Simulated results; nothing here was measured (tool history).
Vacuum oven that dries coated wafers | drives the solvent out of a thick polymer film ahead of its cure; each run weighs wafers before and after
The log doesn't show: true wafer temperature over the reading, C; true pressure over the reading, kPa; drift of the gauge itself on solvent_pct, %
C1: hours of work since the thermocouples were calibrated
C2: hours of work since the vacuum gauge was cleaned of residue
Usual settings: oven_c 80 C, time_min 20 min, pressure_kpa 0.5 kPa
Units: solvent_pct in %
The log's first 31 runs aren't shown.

Run 32, day 55.842: usual settings but oven_c 75 C, time_min 36 min, pressure_kpa 0.518 kPa; C1 127; C2 1036. Result: solvent_pct 1.07 %.
Run 33, day 57.871: usual settings but oven_c 90 C, time_min 12 min, pressure_kpa 0.285 kPa; C1 164; C2 1074. Result: solvent_pct 1.16 %.
Run 34, day 60.462: usual settings but oven_c 90 C, time_min 12 min, pressure_kpa 0.285 kPa; C1 213; C2 1122. Result: solvent_pct 1.09 %.
Run 35, day 62.746: usual settings but oven_c 94 C, time_min 21 min, pressure_kpa 0.905 kPa; C1 255; C2 1165. Result: solvent_pct 0.61 %.
At day 63.325: vacuum gauge cleaned of residue and calibrated.
Run 36, day 64.225: usual settings but oven_c 94 C, time_min 21 min, pressure_kpa 0.905 kPa; C1 281; C2 17. Result: solvent_pct 0.38 %.
Run 37, day 66.288: usual settings but oven_c 75 C, time_min 28 min, pressure_kpa 1.496 kPa; C1 320; C2 55. Result: solvent_pct 1.7 %.
Run 38, day 68.012: usual settings but oven_c 67 C, time_min 11 min; C1 352; C2 87. Result: solvent_pct 5.32 %.
Run 39, day 69.75: usual settings but oven_c 67 C, time_min 11 min; C1 384; C2 120. Result: solvent_pct 5.4 %.
Run 40, day 71.871: usual settings but oven_c 67 C, time_min 11 min; C1 424; C2 159. Result: solvent_pct 5.58 %.
Run 41, day 73.2: usual settings but oven_c 67 C, time_min 11 min; C1 449; C2 184. Result: solvent_pct 5.54 %.
Run 42, day 75.708: usual settings but oven_c 74 C, time_min 11 min, pressure_kpa 1.426 kPa; C1 495; C2 231. Result: solvent_pct 4.66 %.
Run 43, day 77.333: usual settings but oven_c 82 C, pressure_kpa 1.231 kPa; C1 526; C2 261. Result: solvent_pct 1.24 %.
Run 44, day 79.142: usual settings but pressure_kpa 1.231 kPa; C1 559; C2 294. Result: solvent_pct 1.62 %.

Forecast each of these 3 alternatives for the next run:
Run A, day 81.3: usual settings but time_min 35 min; C1 599; C2 335. Result: solvent_pct ?.
Run B, day 81.3: usual settings but oven_c 70 C, pressure_kpa 1.247 kPa; C1 599; C2 335. Result: solvent_pct ?.
Run C, day 81.3: usual settings but oven_c 71 C; C1 599; C2 335. Result: solvent_pct ?.

run  solvent_pct
  A         0.53
  B         3.14
  C         2.21
Without the tool's hidden state the same runs would have given:
run  solvent_pct
  A         0.38
  B         2.81
  C         1.91
